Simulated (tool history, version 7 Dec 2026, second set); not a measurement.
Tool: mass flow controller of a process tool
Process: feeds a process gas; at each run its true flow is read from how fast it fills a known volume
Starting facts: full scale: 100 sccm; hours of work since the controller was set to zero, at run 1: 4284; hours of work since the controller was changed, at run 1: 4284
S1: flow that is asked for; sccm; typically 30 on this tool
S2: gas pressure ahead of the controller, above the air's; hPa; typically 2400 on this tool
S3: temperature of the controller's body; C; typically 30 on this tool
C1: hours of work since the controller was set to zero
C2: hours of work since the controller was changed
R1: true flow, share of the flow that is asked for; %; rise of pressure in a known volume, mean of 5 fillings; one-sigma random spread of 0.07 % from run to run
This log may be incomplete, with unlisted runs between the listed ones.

run	hour	S1	S2	S3	C1	C2	R1
1	0	30	2400	30	4284	4284	91.86
2	80.6	30	2400	30	4310	4310	91.83
3	151	30	2400	30	4333	4333	91.67
4	300	30	2400	30	4381	4381	91.56
5	437.2	30	2400	30	4425	4425	91.69
6	510.5	30	2400	31	4449	4449	91.46
7	623.5	30	2400	31	4486	4486	91.44
8	774.6	12	1470	25	4535	4535	87.12
9	922.9	11	1470	25	4583	4583	86.42
10	1047.9	11	1470	25	4624	4624	86.29
11	1190.2	38	2200	23	4670	4670	92.85

4 ways to go on from here, each from the tool as it stands after run 11. What would each give?
A	1288.4	86	2400	30	4702	4702	?
B	1288.4	44	2200	23	4702	4702	?
C	1288.4	19	1440	26	4702	4702	?
D	1288.4	48	2300	31	4702	4702	?

run	R1
A	94.82
B	93.2
C	89.71
D	92.84
With no hidden state in the tool, these same runs would have given:
run	R1
A	99.23
B	98.62
C	97.85
D	98.09

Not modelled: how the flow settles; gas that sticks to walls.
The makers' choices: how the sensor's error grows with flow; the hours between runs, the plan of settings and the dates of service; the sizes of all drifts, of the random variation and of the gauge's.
